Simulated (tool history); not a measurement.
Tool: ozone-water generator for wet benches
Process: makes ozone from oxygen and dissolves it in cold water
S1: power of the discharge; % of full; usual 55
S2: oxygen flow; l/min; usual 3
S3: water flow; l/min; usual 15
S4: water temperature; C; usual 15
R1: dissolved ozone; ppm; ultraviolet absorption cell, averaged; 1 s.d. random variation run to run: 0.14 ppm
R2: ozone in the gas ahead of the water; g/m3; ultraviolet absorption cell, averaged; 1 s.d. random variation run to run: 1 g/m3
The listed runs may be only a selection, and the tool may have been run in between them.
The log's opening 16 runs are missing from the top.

Run 17, hour 529.7: usual settings. Result: R1 16.1 ppm, R2 176 g/m3.
Run 18, hour 574.2: usual settings but S1 72 % of full, S2 4.99 l/min, S3 14 l/min. Result: R1 19.7 ppm, R2 152.1 g/m3.
Run 19, hour 605.3: usual settings but S1 72 % of full, S2 4.99 l/min, S3 11 l/min. Result: R1 23.4 ppm, R2 152.4 g/m3.
Run 20, hour 649.1: usual settings but S1 72 % of full, S2 4.99 l/min, S3 11 l/min. Result: R1 23.5 ppm, R2 151.9 g/m3.
Run 21, hour 693.1: usual settings but S1 48 % of full, S2 4.63 l/min. Result: R1 14.1 ppm, R2 121.8 g/m3.
Run 22, hour 713.5: usual settings but S1 60 % of full, S2 4.63 l/min. Result: R1 16.4 ppm, R2 142.8 g/m3.
Run 23, hour 742.9: usual settings but S1 74 % of full, S4 10 C. Result: R1 21.1 ppm, R2 217.5 g/m3.
Run 24, hour 780.8: usual settings but S1 74 % of full, S4 10 C. Result: R1 21.1 ppm, R2 218.2 g/m3.
Run 25, hour 810.3: usual settings but S1 74 % of full, S4 10 C. Result: R1 20.9 ppm, R2 217.9 g/m3.
Run 26, hour 854.7: usual settings but S1 65 % of full, S2 1.89 l/min. Result: R1 17.5 ppm, R2 268.7 g/m3.
Run 27, hour 893.6: usual settings but S1 57 % of full, S3 10 l/min. Result: R1 22.9 ppm, R2 181.2 g/m3.
Run 28, hour 915.4: usual settings but S1 46 % of full, S2 2.53 l/min, S3 17 l/min, S4 20 C. Result: R1 12 ppm, R2 171.8 g/m3.
Run 29, hour 942.3: usual settings but S1 97 % of full. Result: R1 23.7 ppm, R2 264.4 g/m3.
Run 30, hour 987.9: usual settings but S1 97 % of full. Result: R1 23.9 ppm, R2 264.5 g/m3.
Run 31, hour 1010.7: usual settings but S1 74 % of full, S2 1.61 l/min, S3 11 l/min. Result: R1 25.7 ppm, R2 325.2 g/m3.
Run 32, hour 1043.7: usual settings but S1 40 % of full, S4 20 C. Result: R1 12.1 ppm, R2 140.2 g/m3.
Run 33, hour 1080.6: usual settings but S1 65 % of full, S2 3.28 l/min, S3 11 l/min, S4 20 C. Result: R1 21.7 ppm, R2 187.1 g/m3.

Consider 4 possible next runs. They are alternatives, not a sequence: every one starts from the tool as it was left by run 33. What does each give?
Run A, hour 1120.7: usual settings but S1 45 % of full, S2 3.28 l/min, S3 10 l/min, S4 7 C. Result: R1 ?, R2 ?.
Run B, hour 1120.7: usual settings but S1 76 % of full, S3 19 l/min, S4 16 C. Result: R1 ?, R2 ?.
Run C, hour 1120.7: usual settings but S1 90 % of full, S2 3.28 l/min, S3 16 l/min, S4 19 C. Result: R1 ?, R2 ?.
Run D, hour 1120.7: usual settings but S1 45 % of full, S2 4.01 l/min. Result: R1 ?, R2 ?.

run    R1     R2
  A  21.5  144.1
  B  15.8  223.4
  C  20.3  235.4
  D  13.8  124.9
Stripped of hidden state, with their random variation kept, the same runs would have yielded:
run    R1     R2
  A  21.5  144.2
  B  15.9  223.5
  C  20.3  235.5
  D  13.8    125
